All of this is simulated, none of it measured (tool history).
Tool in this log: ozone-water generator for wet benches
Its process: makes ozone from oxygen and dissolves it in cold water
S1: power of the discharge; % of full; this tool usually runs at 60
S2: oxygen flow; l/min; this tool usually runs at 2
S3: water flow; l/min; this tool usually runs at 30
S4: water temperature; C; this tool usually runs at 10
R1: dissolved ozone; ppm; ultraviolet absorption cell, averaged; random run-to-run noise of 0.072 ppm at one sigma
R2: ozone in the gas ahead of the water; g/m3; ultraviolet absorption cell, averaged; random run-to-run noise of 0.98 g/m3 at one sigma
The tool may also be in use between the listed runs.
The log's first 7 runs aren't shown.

run 8 hour=686.1 | S1=60 S2=2 S3=30 S4=10 | R1=5.78 R2=146.6
run 9 hour=759.6 | S1=60 S2=1.35 S3=30 S4=10 | R1=4.95 R2=178.6
run 10 hour=844.3 | S1=60 S2=1.35 S3=30 S4=10 | R1=4.89 R2=179.5
run 11 hour=942.8 | S1=47 S2=1.35 S3=30 S4=10 | R1=4.11 R2=149
run 12 hour=1018.3 | S1=60 S2=2 S3=30 S4=10 | R1=5.7 R2=145.3
run 13 hour=1089.2 | S1=60 S2=2.67 S3=30 S4=10 | R1=6.14 R2=124.5
run 14 hour=1188.6 | S1=60 S2=2.67 S3=30 S4=10 | R1=6.18 R2=124.3
run 15 hour=1247.2 | S1=60 S2=1.42 S3=30 S4=10 | R1=4.99 R2=172.2
run 16 hour=1376.8 | S1=60 S2=2 S3=30 S4=10 | R1=5.53 R2=143.8
run 17 hour=1448.9 | S1=97 S2=3.58 S3=18 S4=10 | R1=16.24 R2=150.6
run 18 hour=1566 | S1=97 S2=3.58 S3=18 S4=10 | R1=16.04 R2=150.1
run 19 hour=1623 | S1=74 S2=2 S3=30 S4=11 | R1=6.43 R2=165.2
run 20 hour=1760.2 | S1=59 S2=2 S3=30 S4=5 | R1=5.55 R2=139.7

Run 21 is up next; what results do you expect?
-- hour=1803.4 water thermometer calibrated
run 21 hour=1817.9 | S1=59 S2=2 S3=30 S4=5 | R1=? R2=?

{"run 21": {"R1": 5.57, "R2": 139.8}}
Minus the tool's unlogged condition, the same run would have read R1 6.89 ppm, R2 165.3 g/m3.
